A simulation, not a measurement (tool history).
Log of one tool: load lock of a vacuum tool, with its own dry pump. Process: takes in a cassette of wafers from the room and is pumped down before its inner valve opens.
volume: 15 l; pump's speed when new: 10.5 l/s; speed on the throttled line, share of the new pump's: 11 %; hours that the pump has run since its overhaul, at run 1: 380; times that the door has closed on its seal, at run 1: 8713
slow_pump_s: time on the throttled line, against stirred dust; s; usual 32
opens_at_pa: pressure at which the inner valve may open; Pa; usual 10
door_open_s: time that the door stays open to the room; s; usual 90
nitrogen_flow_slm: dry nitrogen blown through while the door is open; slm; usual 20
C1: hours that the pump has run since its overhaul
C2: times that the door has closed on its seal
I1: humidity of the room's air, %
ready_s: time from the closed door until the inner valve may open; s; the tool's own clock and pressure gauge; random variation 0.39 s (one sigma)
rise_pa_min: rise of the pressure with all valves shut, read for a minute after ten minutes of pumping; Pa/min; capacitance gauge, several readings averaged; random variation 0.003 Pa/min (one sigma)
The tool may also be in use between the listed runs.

Run 1, hour 0: usual settings; C1 380; C2 8713; I1 41.8. Result: ready_s 41.9 s, rise_pa_min 0.034 Pa/min.
Run 2, hour 273.7: usual settings; C1 654; C2 9774; I1 49.1. Result: ready_s 42.5 s, rise_pa_min 0.032 Pa/min.
Run 3, hour 695.6: usual settings; C1 1076; C2 11412; I1 47.7. Result: ready_s 41.6 s, rise_pa_min 0.029 Pa/min.
Run 4, hour 1092.5: usual settings but nitrogen_flow_slm 29 slm; C1 1472; C2 12951; I1 42.9. Result: ready_s 42 s, rise_pa_min 0.023 Pa/min.
Run 5, hour 1425.4: usual settings but nitrogen_flow_slm 29 slm; C1 1805; C2 14242; I1 45.6. Result: ready_s 42.5 s, rise_pa_min 0.032 Pa/min.
Run 6, hour 1876.6: usual settings; C1 2257; C2 15993; I1 44.9. Result: ready_s 40.9 s, rise_pa_min 0.032 Pa/min.
Run 7, hour 2148.4: usual settings; C1 2528; C2 17047; I1 45.8. Result: ready_s 41.9 s, rise_pa_min 0.031 Pa/min.
Run 8, hour 2560.2: usual settings; C1 2940; C2 18645; I1 43.6. Result: ready_s 42.2 s, rise_pa_min 0.037 Pa/min.
Run 9, hour 2938.2: usual settings; C1 3318; C2 20112; I1 42.6. Result: ready_s 42.1 s, rise_pa_min 0.031 Pa/min.
Run 10, hour 3237: usual settings; C1 3617; C2 21271; I1 43. Result: ready_s 41.5 s, rise_pa_min 0.029 Pa/min.
Run 11, hour 3595: usual settings but slow_pump_s 26 s; C1 3975; C2 22660; I1 42.9. Result: ready_s 37.5 s, rise_pa_min 0.032 Pa/min.
Run 12, hour 3854.7: usual settings but slow_pump_s 26 s; C1 4235; C2 23667; I1 45.8. Result: ready_s 36.6 s, rise_pa_min 0.033 Pa/min.
Run 13, hour 4135.4: usual settings but slow_pump_s 26 s; C1 4515; C2 24756; I1 47.5. Result: ready_s 36.4 s, rise_pa_min 0.035 Pa/min.
Run 14, hour 4336.8: usual settings but slow_pump_s 26 s; C1 4717; C2 25537; I1 45.2. Result: ready_s 36.2 s, rise_pa_min 0.031 Pa/min.
Run 15, hour 4800.1: usual settings; C1 5180; C2 27335; I1 48.7. Result: ready_s 41.7 s, rise_pa_min 0.035 Pa/min.
Run 16, hour 5066: usual settings but slow_pump_s 21 s; C1 5446; C2 28366; I1 45.5. Result: ready_s 32.1 s, rise_pa_min 0.031 Pa/min.
At hour 5248.7: door's seal changed, seat wiped.
Run 17, hour 5525.8: usual settings but nitrogen_flow_slm 36 slm; C1 5904; C2 1075; I1 46.8. Result: ready_s 41.8 s, rise_pa_min 0.025 Pa/min.
Run 18, hour 5799.2: usual settings but nitrogen_flow_slm 36 slm; C1 6178; C2 2136; I1 42.5. Result: ready_s 41.9 s, rise_pa_min 0.025 Pa/min.
Run 19, hour 6181.6: usual settings but opens_at_pa 7 Pa, nitrogen_flow_slm 36 slm; C1 6560; C2 3620; I1 46.4. Result: ready_s 42.6 s, rise_pa_min 0.021 Pa/min.
Run 20, hour 6633.2: usual settings but opens_at_pa 7 Pa, nitrogen_flow_slm 36 slm; C1 7012; C2 5372; I1 46.5. Result: ready_s 42.9 s, rise_pa_min 0.023 Pa/min.
Run 21, hour 7035.1: usual settings but slow_pump_s 46 s, opens_at_pa 8 Pa, nitrogen_flow_slm 5 slm; C1 7413; C2 6931; I1 43.8. Result: ready_s 55.1 s, rise_pa_min 0.055 Pa/min.
Run 22, hour 7301.9: usual settings but slow_pump_s 46 s, opens_at_pa 8 Pa, nitrogen_flow_slm 5 slm; C1 7680; C2 7966; I1 46.1. Result: ready_s 54.1 s, rise_pa_min 0.051 Pa/min.
Run 23, hour 7496.4: usual settings but slow_pump_s 46 s, opens_at_pa 8 Pa, nitrogen_flow_slm 5 slm; C1 7875; C2 8720; I1 46.3. Result: ready_s 54.1 s, rise_pa_min 0.056 Pa/min.
Run 24, hour 7740: usual settings but slow_pump_s 46 s, opens_at_pa 8 Pa, nitrogen_flow_slm 5 slm; C1 8118; C2 9665; I1 46.9. Result: ready_s 54.2 s, rise_pa_min 0.055 Pa/min.
Run 25, hour 7993.1: usual settings but slow_pump_s 46 s, door_open_s 64 s, nitrogen_flow_slm 5 slm; C1 8371; C2 10647; I1 46.9. Result: ready_s 54.8 s, rise_pa_min 0.044 Pa/min.
Run 26, hour 8363.8: usual settings but slow_pump_s 20 s, opens_at_pa 15 Pa, door_open_s 70 s, nitrogen_flow_slm 4 slm; C1 8742; C2 12086; I1 46.9. Result: ready_s 31 s, rise_pa_min 0.051 Pa/min.
Run 27, hour 8812.5: usual settings but slow_pump_s 40 s, nitrogen_flow_slm 28 slm; C1 9191; C2 13826; I1 44.5. Result: ready_s 48.3 s, rise_pa_min 0.028 Pa/min.
Run 28, hour 9133.9: usual settings but slow_pump_s 29 s; C1 9512; C2 15073; I1 47. Result: ready_s 39.2 s, rise_pa_min 0.029 Pa/min.
Run 29, hour 9345.2: usual settings but slow_pump_s 29 s; C1 9724; C2 15893; I1 44. Result: ready_s 39.2 s, rise_pa_min 0.031 Pa/min.
Run 30, hour 9647.4: usual settings but slow_pump_s 47 s, nitrogen_flow_slm 6 slm; C1 10026; C2 17065; I1 42.5. Result: ready_s 55.2 s, rise_pa_min 0.051 Pa/min.
Run 31, hour 10080.5: usual settings but slow_pump_s 37 s, opens_at_pa 17 Pa, nitrogen_flow_slm 40 slm; C1 10459; C2 18745; I1 44.6. Result: ready_s 45.4 s, rise_pa_min 0.026 Pa/min.
Run 32, hour 10274.6: usual settings but slow_pump_s 38 s, opens_at_pa 17 Pa, door_open_s 35 s, nitrogen_flow_slm 40 slm; C1 10653; C2 19498; I1 42.4. Result: ready_s 45.9 s, rise_pa_min 0.014 Pa/min.
Run 33, hour 10562.9: usual settings but door_open_s 33 s, nitrogen_flow_slm 27 slm; C1 10941; C2 20617; I1 45.7. Result: ready_s 42 s, rise_pa_min 0.02 Pa/min.
Run 34, hour 10763.7: usual settings but door_open_s 33 s, nitrogen_flow_slm 27 slm; C1 11142; C2 21396; I1 44.7. Result: ready_s 42.2 s, rise_pa_min 0.02 Pa/min.
Run 35, hour 11054: usual settings but slow_pump_s 22 s, door_open_s 126 s, nitrogen_flow_slm 32 slm; C1 11432; C2 22522; I1 46.8. Result: ready_s 33.3 s, rise_pa_min 0.033 Pa/min.
Run 36, hour 11443.3: usual settings but slow_pump_s 22 s, door_open_s 126 s, nitrogen_flow_slm 32 slm; C1 11822; C2 24032; I1 39. Result: ready_s 33.3 s, rise_pa_min 0.023 Pa/min.

5 ways to go on from here, each from the tool as it stands after run 36. What would each give?
Run A, hour 11654.7: usual settings but door_open_s 126 s, nitrogen_flow_slm 32 slm; C1 12033; C2 24852; I1 46.9. Result: ready_s ?, rise_pa_min ?.
Run B, hour 11654.7: usual settings but slow_pump_s 63 s, door_open_s 220 s, nitrogen_flow_slm 32 slm; C1 12033; C2 24852; I1 46.9. Result: ready_s ?, rise_pa_min ?.
Run C, hour 11654.7: usual settings but slow_pump_s 17 s, opens_at_pa 12 Pa, door_open_s 217 s, nitrogen_flow_slm 32 slm; C1 12033; C2 24852; I1 41.8. Result: ready_s ?, rise_pa_min ?.
Run D, hour 11654.7: usual settings but slow_pump_s 22 s, opens_at_pa 11 Pa, door_open_s 106 s, nitrogen_flow_slm 19 slm; C1 12033; C2 24852; I1 45.8. Result: ready_s ?, rise_pa_min ?.
Run E, hour 11654.7: usual settings but opens_at_pa 13 Pa; C1 12033; C2 24852; I1 45.4. Result: ready_s ?, rise_pa_min ?.

run  ready_s  rise_pa_min
  A     41.8         0.03
  B     69.4        0.039
  C     28.5        0.044
  D     33.1        0.038
  E     41.3        0.031
Without the tool's hidden state the same runs would have given:
run  ready_s  rise_pa_min
  A     41.8        0.029
  B     69.4        0.038
  C     28.5        0.043
  D     33.1        0.037
  E     41.3         0.03
